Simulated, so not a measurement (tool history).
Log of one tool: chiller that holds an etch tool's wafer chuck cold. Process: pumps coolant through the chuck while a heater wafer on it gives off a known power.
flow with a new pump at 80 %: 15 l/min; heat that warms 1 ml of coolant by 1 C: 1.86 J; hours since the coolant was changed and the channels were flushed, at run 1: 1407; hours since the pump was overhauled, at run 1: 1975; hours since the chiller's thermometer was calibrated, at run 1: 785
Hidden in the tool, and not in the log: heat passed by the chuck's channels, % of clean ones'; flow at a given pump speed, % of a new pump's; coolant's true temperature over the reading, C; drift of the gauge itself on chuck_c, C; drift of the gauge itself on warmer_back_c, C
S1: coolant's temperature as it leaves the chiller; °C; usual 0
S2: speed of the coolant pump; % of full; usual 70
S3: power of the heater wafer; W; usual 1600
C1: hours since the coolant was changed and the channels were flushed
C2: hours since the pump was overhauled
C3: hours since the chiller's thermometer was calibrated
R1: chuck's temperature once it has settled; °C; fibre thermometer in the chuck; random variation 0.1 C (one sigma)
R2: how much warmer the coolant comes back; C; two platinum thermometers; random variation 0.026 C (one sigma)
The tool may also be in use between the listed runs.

{"run": 1, "hour": 0.0, "S1": 0, "S2": 70, "S3": 1600, "C1": 1407, "C2": 1975, "C3": 785, "R1": 16.7, "R2": 4.02}
{"run": 2, "hour": 82.5, "S1": 0, "S2": 70, "S3": 1600, "C1": 1490, "C2": 2058, "C3": 867, "R1": 16.7, "R2": 4.05}
{"run": 3, "hour": 122.5, "S1": 0, "S2": 93, "S3": 1600, "C1": 1530, "C2": 2098, "C3": 907, "R1": 13.6, "R2": 3.01}
{"run": 4, "hour": 205.6, "S1": 0, "S2": 70, "S3": 1600, "C1": 1613, "C2": 2181, "C3": 990, "R1": 16.6, "R2": 4.04}
{"run": 5, "hour": 287.7, "S1": 0, "S2": 70, "S3": 1600, "C1": 1695, "C2": 2263, "C3": 1072, "R1": 16.8, "R2": 4.08}
{"run": 6, "hour": 327.4, "S1": 0, "S2": 70, "S3": 1600, "C1": 1735, "C2": 2303, "C3": 1112, "R1": 16.9, "R2": 4.05}
{"run": 7, "hour": 382.0, "S1": 0, "S2": 70, "S3": 1600, "C1": 1789, "C2": 2357, "C3": 1167, "R1": 17, "R2": 4.07}
{"run": 8, "hour": 441.4, "S1": 0, "S2": 70, "S3": 1600, "C1": 1849, "C2": 2417, "C3": 1226, "R1": 16.9, "R2": 4.09}
{"run": 9, "hour": 490.5, "S1": 0, "S2": 70, "S3": 1600, "C1": 1898, "C2": 2466, "C3": 1275, "R1": 17, "R2": 4.08}
{"run": 10, "hour": 529.2, "S1": 0, "S2": 70, "S3": 1600, "C1": 1936, "C2": 2504, "C3": 1314, "R1": 16.9, "R2": 4.11}
{"run": 11, "hour": 591.5, "S1": 0, "S2": 85, "S3": 1600, "C1": 1999, "C2": 2567, "C3": 1376, "R1": 14.7, "R2": 3.35}
{"run": 12, "hour": 668.5, "S1": 0, "S2": 85, "S3": 1600, "C1": 2076, "C2": 2644, "C3": 1453, "R1": 14.7, "R2": 3.32}
{"run": 13, "hour": 716.8, "S1": 0, "S2": 90, "S3": 1224, "C1": 2124, "C2": 2692, "C3": 1502, "R1": 10.9, "R2": 2.44}
{"run": 14, "hour": 779.8, "S1": 3, "S2": 70, "S3": 1600, "C1": 2187, "C2": 2755, "C3": 1565, "R1": 19.9, "R2": 4.1}
{"run": 15, "hour": 862.2, "S1": 3, "S2": 70, "S3": 1600, "C1": 2269, "C2": 2837, "C3": 1647, "R1": 20.2, "R2": 4.1}
{"run": 16, "hour": 896.5, "S1": 3, "S2": 98, "S3": 2015, "C1": 2304, "C2": 2872, "C3": 1681, "R1": 19.9, "R2": 3.74}
{"run": 17, "hour": 971.8, "S1": 2, "S2": 78, "S3": 1600, "C1": 2379, "C2": 2947, "C3": 1757, "R1": 18.1, "R2": 3.73}
{"run": 18, "hour": 1054.9, "S1": 2, "S2": 78, "S3": 1600, "C1": 2462, "C2": 3030, "C3": 1840, "R1": 17.8, "R2": 3.67}
{"run": 19, "hour": 1103.9, "S1": 2, "S2": 80, "S3": 2108, "C1": 2511, "C2": 3079, "C3": 1889, "R1": 22.8, "R2": 4.78}
{"run": 20, "hour": 1160.9, "S1": 2, "S2": 80, "S3": 2108, "C1": 2568, "C2": 3136, "C3": 1946, "R1": 22.7, "R2": 4.71}
{"run": 21, "hour": 1236.6, "S1": 2, "S2": 80, "S3": 2108, "C1": 2644, "C2": 3212, "C3": 2021, "R1": 22.7, "R2": 4.75}

4 ways to go on from here, each from the tool as it stands after run 21. What would each give?
{"run": "A", "hour": 1292.5, "S1": 2, "S2": 80, "S3": 845, "C1": 2700, "C2": 3268, "C3": 2077, "R1": "?", "R2": "?"}
{"run": "B", "hour": 1292.5, "S1": 10, "S2": 69, "S3": 1488, "C1": 2700, "C2": 3268, "C3": 2077, "R1": "?", "R2": "?"}
{"run": "C", "hour": 1292.5, "S1": 0, "S2": 90, "S3": 2108, "C1": 2700, "C2": 3268, "C3": 2077, "R1": "?", "R2": "?"}
{"run": "D", "hour": 1292.5, "S1": -10, "S2": 96, "S3": 2108, "C1": 2700, "C2": 3268, "C3": 2077, "R1": "?", "R2": "?"}

run=A R1=10.2 R2=1.94
run=B R1=26.3 R2=3.9
run=C R1=19.1 R2=4.21
run=D R1=8.2 R2=3.92
Without the tool's hidden state the same runs would have given:
run=A R1=9.6 R2=1.84
run=B R1=24.9 R2=3.71
run=C R1=17.4 R2=4.01
run=D R1=6.5 R2=3.73
